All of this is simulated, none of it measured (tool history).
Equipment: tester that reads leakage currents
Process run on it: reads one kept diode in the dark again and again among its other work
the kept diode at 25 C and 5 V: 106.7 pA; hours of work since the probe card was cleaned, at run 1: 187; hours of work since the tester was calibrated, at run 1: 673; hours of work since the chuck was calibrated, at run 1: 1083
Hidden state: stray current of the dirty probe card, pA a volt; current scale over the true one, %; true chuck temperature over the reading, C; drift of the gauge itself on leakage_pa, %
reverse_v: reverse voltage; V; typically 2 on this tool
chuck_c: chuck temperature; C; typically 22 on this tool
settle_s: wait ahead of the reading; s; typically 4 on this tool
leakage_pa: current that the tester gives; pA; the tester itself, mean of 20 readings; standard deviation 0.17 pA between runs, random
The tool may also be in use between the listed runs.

| run | hour | reverse_v | chuck_c | settle_s | hours of work since the probe card was cleaned | hours of work since the tester was calibrated | hours of work since the chuck was calibrated | leakage_pa |
|---|---|---|---|---|---|---|---|---|
| 1 | 0 | 2 | 22 | 4 | 187 | 673 | 1083 | 59.9 |
| 2 | 36.4 | 2 | 22 | 4 | 214 | 700 | 1110 | 60.29 |
| 3 | 88.5 | 1.34 | 22 | 4 | 253 | 739 | 1149 | 48.97 |
| 4 | 161.1 | 1.34 | 22 | 1.87 | 307 | 792 | 1203 | 49.73 |
| 5 | 217.5 | 1.34 | 22 | 1.87 | 349 | 835 | 1245 | 49.92 |
| 6 | 278.9 | 1.34 | 22 | 1.87 | 394 | 880 | 1291 | 50.29 |
| 7 | 353.3 | 2 | 23 | 4 | 450 | 936 | 1346 | 66.54 |
| 8 | 401.8 | 2 | 23 | 4 | 486 | 972 | 1382 | 67.03 |
| 9 | 446.4 | 2 | 22 | 4 | 519 | 1005 | 1415 | 62.51 |
| 10 | 481.8 | 2 | 22 | 4 | 545 | 1031 | 1442 | 62.43 |
| 11 | 548.6 | 2 | 24 | 4 | 595 | 1081 | 1492 | 73.13 |
| 12 | 588.1 | 2 | 24 | 4 | 624 | 1110 | 1521 | 73.6 |
|  | 623.8 | chuck's temperature calibrated |
| 13 | 652.3 | 2 | 47 | 4 | 671 | 1157 | 21 | 379.28 |
| 14 | 700.3 | 2 | 47 | 4 | 707 | 1192 | 57 | 381.41 |
| 15 | 766.6 | 2 | 47 | 1.22 | 756 | 1242 | 106 | 384.11 |
| 16 | 809.9 | 2 | 22 | 4 | 788 | 1274 | 139 | 68.65 |
| 17 | 862.7 | 2 | 22 | 4 | 827 | 1313 | 178 | 69.1 |
| 18 | 901.9 | 2 | 22 | 4 | 857 | 1342 | 207 | 68.88 |
|  | 936.1 | chuck's temperature calibrated, once more |
| 19 | 940.2 | 2 | 22 | 4 | 884 | 1369 | 3 | 52.86 |
| 20 | 1006.2 | 16 | 22 | 5.38 | 933 | 1418 | 52 | 156.38 |
| 21 | 1051.8 | 15.38 | 21 | 2.1 | 967 | 1452 | 86 | 142.76 |
| 22 | 1125.6 | 2 | 44 | 4 | 1022 | 1507 | 141 | 256.71 |
| 23 | 1186 | 5.51 | 22 | 0.39 | 1066 | 1552 | 186 | 93.01 |
| 24 | 1260.5 | 2 | 22 | 1.23 | 1122 | 1608 | 241 | 54.73 |
| 25 | 1318.9 | 2 | 22 | 1.23 | 1165 | 1651 | 285 | 54.7 |
| 26 | 1359.6 | 2 | 22 | 1.23 | 1196 | 1681 | 315 | 54.95 |
| 27 | 1399.4 | 2 | 22 | 1.23 | 1225 | 1711 | 345 | 55.55 |
| 28 | 1433.9 | 2 | 32 | 4 | 1251 | 1737 | 370 | 115.33 |
| 29 | 1485.6 | 1.31 | 32 | 2.42 | 1289 | 1775 | 409 | 92.95 |
| 30 | 1522.7 | 4.87 | 45 | 2.68 | 1317 | 1803 | 437 | 442.09 |
| 31 | 1572 | 2.23 | 26 | 2.99 | 1354 | 1840 | 473 | 79.65 |
| 32 | 1647.9 | 10.34 | 37 | 9.69 | 1410 | 1896 | 530 | 384.73 |
| 33 | 1729.3 | 3.57 | 52 | 4 | 1471 | 1957 | 590 | 603.59 |
| 34 | 1780.6 | 17 | 21 | 4 | 1509 | 1995 | 628 | 160.89 |
|  | 1794 | tester calibrated |
| 35 | 1826.1 | 2.15 | 22 | 1.76 | 1541 | 24 | 661 | 61.36 |

Table of differences, measured result less the result of that run with no hidden state. Run-to-run variation is the same in both. Gauge scatter possibly is not:
| run | leakage_pa |
|---|---|
| 1 | +6.7 |
| 2 | +6.9 |
| 3 | +5.79 |
| 4 | +6.13 |
| 5 | +6.35 |
| 6 | +6.6 |
| 7 | +9.07 |
| 8 | +9.37 |
| 9 | +9.04 |
| 10 | +9.21 |
| 11 | +10.94 |
| 12 | +11.21 |
| 13 | +67.13 |
| 14 | +68.56 |
| 15 | +70.33 |
| 16 | +15.03 |
| 17 | +15.35 |
| 18 | +15.46 |
| 19 | -0.37 |
| 20 | +1.42 |
| 21 | +1.98 |
| 22 | +0.28 |
| 23 | +1.62 |
| 24 | +1.08 |
| 25 | +1.33 |
| 26 | +1.53 |
| 27 | +1.71 |
| 28 | +3.14 |
| 29 | +2.79 |
| 30 | +12.46 |
| 31 | +3.33 |
| 32 | +16.47 |
| 33 | +22.66 |
| 34 | +12.4 |
| 35 | +5.46 |
